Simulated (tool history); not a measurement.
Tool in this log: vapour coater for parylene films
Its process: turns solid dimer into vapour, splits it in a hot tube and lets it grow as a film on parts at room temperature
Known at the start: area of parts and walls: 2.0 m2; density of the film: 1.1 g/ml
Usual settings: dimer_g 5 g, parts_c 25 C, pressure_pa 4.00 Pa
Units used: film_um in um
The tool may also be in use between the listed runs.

run     day  dimer_g  parts_c  pressure_pa  film_um
  1   0.000        5       25         4.00    1.731
  2   1.271        5       18         4.00    2.124
  3   3.446        5       18         4.00    2.112
  4   5.958        5       18         4.00    2.093
  5   7.817        4       18         4.00    1.682
  6  10.554        4       18         4.00    1.679
  7  13.512        4       18         4.00    1.651
  8  16.008        4       18         4.00    1.657
  9  18.150        5       17         4.00    2.094
 10  20.342        5       25         4.00    1.680
 11  22.362        5       25         4.00    1.656
 12  23.992        5       25         4.00    1.665
 13  26.017        5       22         4.00    1.806
 14  28.433        5       22         4.00    1.801
 15  29.683        9       25         4.00    2.961
     31.033  -- trap's valve overhauled
 16  31.721        5       25         4.00    1.804
 17  33.667        5       25         4.00    1.796
 18  35.662        5       25         4.00    1.782
 19  37.117        5       25         4.00    1.781
 20  39.167        5       27         2.04    1.936

Predict the results of run 21:
 21  41.525        4       22         2.40        ?

Logged for run 21: film_um 1.720 um.
The same run, on a tool lacking any hidden state, would have yielded film_um 1.699 um.
